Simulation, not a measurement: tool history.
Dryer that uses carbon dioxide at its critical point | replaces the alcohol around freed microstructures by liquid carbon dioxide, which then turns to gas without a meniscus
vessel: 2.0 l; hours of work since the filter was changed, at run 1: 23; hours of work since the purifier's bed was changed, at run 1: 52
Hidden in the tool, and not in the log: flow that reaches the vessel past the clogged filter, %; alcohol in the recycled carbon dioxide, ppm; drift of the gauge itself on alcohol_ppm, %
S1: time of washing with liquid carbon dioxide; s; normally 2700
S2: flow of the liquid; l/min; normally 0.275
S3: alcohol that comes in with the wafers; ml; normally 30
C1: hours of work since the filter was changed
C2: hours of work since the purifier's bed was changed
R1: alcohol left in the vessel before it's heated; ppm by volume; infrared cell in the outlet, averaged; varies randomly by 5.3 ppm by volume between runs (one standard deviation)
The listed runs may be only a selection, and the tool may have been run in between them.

Run 1, hour 0: usual settings; C1 23; C2 52. Result: R1 137 ppm by volume.
Run 2, hour 19.3: usual settings; C1 32; C2 61. Result: R1 130 ppm by volume.
Run 3, hour 34.5: usual settings; C1 38; C2 67. Result: R1 143 ppm by volume.
Run 4, hour 52.5: usual settings; C1 46; C2 75. Result: R1 158 ppm by volume.
Run 5, hour 74.1: usual settings but S2 0.204 l/min; C1 56; C2 85. Result: R1 514 ppm by volume.
Run 6, hour 90.9: usual settings but S2 0.204 l/min; C1 63; C2 92. Result: R1 514 ppm by volume.
Run 7, hour 111.5: usual settings but S3 106 ml; C1 72; C2 101. Result: R1 530 ppm by volume.
Run 8, hour 130.9: usual settings but S3 20 ml; C1 81; C2 110. Result: R1 136 ppm by volume.
Run 9, hour 150.7: usual settings but S1 2040 s, S2 0.213 l/min, S3 38 ml; C1 89; C2 118. Result: R1 1367 ppm by volume.
Run 10, hour 161.3: usual settings but S1 4020 s, S2 0.359 l/min, S3 22 ml; C1 94; C2 123. Result: R1 43 ppm by volume.
Run 11, hour 173.7: usual settings but S1 1800 s, S2 0.203 l/min, S3 88 ml; C1 99; C2 128. Result: R1 4871 ppm by volume.
Run 12, hour 185.4: usual settings but S1 1800 s, S2 0.203 l/min, S3 88 ml; C1 105; C2 133. Result: R1 5082 ppm by volume.
Run 13, hour 201.7: usual settings but S1 1800 s, S2 0.203 l/min, S3 88 ml; C1 112; C2 141. Result: R1 4905 ppm by volume.
Run 14, hour 222.9: usual settings but S1 1800 s, S2 0.197 l/min, S3 88 ml; C1 121; C2 150. Result: R1 5587 ppm by volume.

5 ways to go on from here, each from the tool as it stands after run 14. What would each give?
Run A, hour 237: usual settings but S3 25 ml; C1 127; C2 156. Result: R1 ?.
Run B, hour 237: usual settings but S1 3240 s, S2 0.305 l/min, S3 88 ml; C1 127; C2 156. Result: R1 ?.
Run C, hour 237: usual settings but S2 0.298 l/min; C1 127; C2 156. Result: R1 ?.
Run D, hour 237: usual settings but S1 2280 s, S2 0.197 l/min, S3 104 ml; C1 127; C2 156. Result: R1 ?.
Run E, hour 237: usual settings but S1 2100 s, S2 0.185 l/min, S3 110 ml; C1 127; C2 156. Result: R1 ?.

run    R1
  A   193
  B   157
  C   163
  D  3846
  E  5783
With no hidden state in the tool, these same runs would have given:
run    R1
  A    92
  B    60
  C    70
  D  2818
  E  4432

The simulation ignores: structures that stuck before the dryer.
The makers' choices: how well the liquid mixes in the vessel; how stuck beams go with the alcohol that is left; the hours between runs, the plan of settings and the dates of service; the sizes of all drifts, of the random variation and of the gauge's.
